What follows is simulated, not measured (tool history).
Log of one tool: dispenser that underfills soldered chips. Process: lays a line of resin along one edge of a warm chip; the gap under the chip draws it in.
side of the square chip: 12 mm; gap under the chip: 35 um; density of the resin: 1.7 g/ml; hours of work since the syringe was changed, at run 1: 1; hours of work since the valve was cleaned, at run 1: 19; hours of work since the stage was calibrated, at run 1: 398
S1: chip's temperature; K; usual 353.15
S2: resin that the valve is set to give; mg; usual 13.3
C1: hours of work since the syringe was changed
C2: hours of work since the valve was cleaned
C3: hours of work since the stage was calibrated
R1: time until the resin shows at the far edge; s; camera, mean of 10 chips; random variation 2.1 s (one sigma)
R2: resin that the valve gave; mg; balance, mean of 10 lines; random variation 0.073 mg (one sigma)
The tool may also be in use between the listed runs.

run	hour	S1	S2	C1	C2	C3	R1	R2
1	0	353.15	13.3	1	19	398	196.5	13.22
2	8.6	353.15	13.3	7	26	404	246	13.04
# hour 11: new syringe of resin
3	21.5	353.15	13.3	8	35	414	255.1	12.98
# hour 23.1: new syringe of resin
4	32.9	353.15	13.3	7	44	422	246.5	12.91
# hour 34.4: new syringe of resin
5	42.9	353.15	13.3	6	51	430	244	12.91
# hour 45.6: new syringe of resin
6	53.7	356.15	15.9	6	59	438	213	15.21
# hour 57.2: new syringe of resin
7	64.1	356.15	15.9	5	66	445	211.3	15.11
# hour 68.8: new syringe of resin
8	77.1	366.15	13.3	6	76	455	168.4	12.68
# hour 80.7: new syringe of resin
9	83.8	358.15	13.3	2	81	460	179	12.68
# hour 92: dispensing valve cleaned and set on the balance
# hour 93.2: new syringe of resin
10	97.1	355.15	12.5	3	4	469	202.8	12.48

3 ways to go on from here, each from the tool as it stands after run 10. What would each give?
# hour 105.3: new syringe of resin
A	110.7	355.15	11.3	4	14	479	?	?
# hour 105.3: new syringe of resin
B	110.7	347.15	11.6	4	14	479	?	?
# hour 105.3: new syringe of resin
C	110.7	367.15	13.5	4	14	479	?	?

run	R1	R2
A	212	11.2
B	265.4	11.42
C	145.1	13.33
Without the tool's hidden state the same runs would have given:
run	R1	R2
A	199.3	11.34
B	250.5	11.56
C	136	13.5
